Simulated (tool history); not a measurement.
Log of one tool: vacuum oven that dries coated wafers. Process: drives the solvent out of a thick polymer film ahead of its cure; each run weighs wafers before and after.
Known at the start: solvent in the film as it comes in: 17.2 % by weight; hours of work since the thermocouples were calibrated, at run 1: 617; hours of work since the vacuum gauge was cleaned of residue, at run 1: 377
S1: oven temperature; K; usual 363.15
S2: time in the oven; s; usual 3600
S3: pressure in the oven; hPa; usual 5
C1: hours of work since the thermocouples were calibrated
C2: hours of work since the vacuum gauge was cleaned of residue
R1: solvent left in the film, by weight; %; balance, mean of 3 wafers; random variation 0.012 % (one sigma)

run,hour,S1,S2,S3,C1,C2,R1
1,0,363.15,3600,5,617,377,4.06
2,17.4,363.15,3600,5,631,391,4.03
3,35.3,363.15,3600,5,645,404,4.05
4,53.3,363.15,3600,5,659,419,4.05
5,65,363.15,3600,5,668,428,4.09
6,73.7,363.15,3600,5,675,434,4.06
7,91.3,363.15,3600,5,689,448,4.08
8,101.1,363.15,3600,5,696,456,4.06
9,112.1,363.15,3600,5,705,465,4.09
10,126.7,363.15,3600,5,716,476,4.09
11,143.8,363.15,3600,5,730,489,4.08
12,156.8,363.15,3600,5,740,499,4.09
13,171.8,363.15,3600,5,751,511,4.09
14,181.9,363.15,1800,5,759,519,7.53
15,192.9,363.15,1800,5,768,528,7.51
16,200.9,363.15,1800,5,774,534,7.51
17,214.9,350.15,2880,11.74,785,545,8.18
# hour 220: oven's thermocouples calibrated
18,226.2,356.15,1800,14.9,5,552,8.73
19,239.1,371.15,1800,14.9,15,562,5.8
20,250.4,371.15,1800,14.9,24,571,5.8
21,261.3,361.15,5640,2.72,32,580,2.06
22,269.2,358.15,5640,2.72,38,586,2.53
23,284.9,355.15,2880,3.93,51,598,6.45
24,304,355.15,5100,3.93,66,613,3.63
25,318,377.15,1800,15.23,77,624,4.66
26,335,368.15,2040,5,90,637,5.58
27,348.1,368.15,2040,5,100,647,5.55
28,364.3,348.15,3480,3.32,113,660,6.99
29,377,363.15,3600,3.75,123,670,3.71
30,392.6,363.15,3600,3.75,135,682,3.7
31,407.3,362.15,2820,5,146,694,5.17

Forecast each of these 4 alternatives for the next run:
A,416.1,371.15,5220,3.67,153,700,?
B,416.1,363.15,3600,10.71,153,700,?
C,416.1,362.15,2820,8.78,153,700,?
D,416.1,374.15,3780,6.27,153,700,?

run,R1
A,1.09
B,3.96
C,5.29
D,1.76
Without the tool's hidden state the same runs would have given:
run,R1
A,1.1
B,3.99
C,5.34
D,1.79
